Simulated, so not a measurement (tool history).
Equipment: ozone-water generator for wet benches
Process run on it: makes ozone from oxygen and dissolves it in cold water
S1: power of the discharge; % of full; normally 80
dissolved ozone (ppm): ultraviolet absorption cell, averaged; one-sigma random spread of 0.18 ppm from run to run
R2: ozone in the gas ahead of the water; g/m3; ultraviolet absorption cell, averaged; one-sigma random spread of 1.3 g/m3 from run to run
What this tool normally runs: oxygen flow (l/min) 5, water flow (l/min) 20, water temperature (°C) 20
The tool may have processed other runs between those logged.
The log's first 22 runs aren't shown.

Run 23, hour 594.1: usual settings but S1 59 % of full, oxygen flow (l/min) 4.38, water flow (l/min) 14, water temperature (°C) 15. Result: dissolved ozone (ppm) 27.1, R2 196.3 g/m3.
Run 24, hour 630.5: usual settings but S1 59 % of full, oxygen flow (l/min) 4.38, water flow (l/min) 14, water temperature (°C) 15. Result: dissolved ozone (ppm) 27.3, R2 193.2 g/m3.
Run 25, hour 665.3: usual settings but S1 59 % of full, oxygen flow (l/min) 4.38, water flow (l/min) 14, water temperature (°C) 15. Result: dissolved ozone (ppm) 26.9, R2 194.3 g/m3.
Run 26, hour 693.4: usual settings but S1 43 % of full, oxygen flow (l/min) 3.89. Result: dissolved ozone (ppm) 15, R2 162.1 g/m3.
Run 27, hour 718.2: usual settings but S1 43 % of full, oxygen flow (l/min) 3.89. Result: dissolved ozone (ppm) 14.9, R2 160.7 g/m3.
Run 28, hour 752.3: usual settings but water flow (l/min) 17. Result: dissolved ozone (ppm) 28.1, R2 231.9 g/m3.
Run 29, hour 769: usual settings but water flow (l/min) 16, water temperature (°C) 22. Result: dissolved ozone (ppm) 28.3, R2 232.9 g/m3.
Run 30, hour 789.2: usual settings but water flow (l/min) 30, water temperature (°C) 25. Result: dissolved ozone (ppm) 17.2, R2 233 g/m3.
Run 31, hour 816.3: usual settings but oxygen flow (l/min) 3.24, water temperature (°C) 23. Result: dissolved ozone (ppm) 22.4, R2 279.8 g/m3.
Run 32, hour 841.3: usual settings but oxygen flow (l/min) 3.24, water temperature (°C) 23. Result: dissolved ozone (ppm) 22.3, R2 281.3 g/m3.

What if the next run were any one of these 5? Each begins from the tool's condition after run 32:
Run A, hour 857.9: usual settings but water temperature (°C) 25. Result: dissolved ozone (ppm) ?, R2 ?.
Run B, hour 857.9: usual settings but S1 63 % of full, oxygen flow (l/min) 3.24, water temperature (°C) 22. Result: dissolved ozone (ppm) ?, R2 ?.
Run C, hour 857.9: usual settings but S1 58 % of full, oxygen flow (l/min) 3.24, water flow (l/min) 22, water temperature (°C) 14. Result: dissolved ozone (ppm) ?, R2 ?.
Run D, hour 857.9: usual settings but S1 97 % of full, oxygen flow (l/min) 2.83, water temperature (°C) 24. Result: dissolved ozone (ppm) ?, R2 ?.
Run E, hour 857.9: usual settings but S1 73 % of full, oxygen flow (l/min) 6.8, water temperature (°C) 25. Result: dissolved ozone (ppm) ?, R2 ?.

run  dissolved ozone (ppm)     R2
  A                   23.4  231.2
  B                   18.9    233
  C                   18.1  220.1
  D                   25.4    345
  E                   21.7    188
Stripped of hidden state, with their random variation kept, the same runs would have yielded:
run  dissolved ozone (ppm)     R2
  A                   23.4  231.3
  B                   18.9  233.1
  C                   18.1  220.1
  D                   25.4  345.1
  E                   21.7    188

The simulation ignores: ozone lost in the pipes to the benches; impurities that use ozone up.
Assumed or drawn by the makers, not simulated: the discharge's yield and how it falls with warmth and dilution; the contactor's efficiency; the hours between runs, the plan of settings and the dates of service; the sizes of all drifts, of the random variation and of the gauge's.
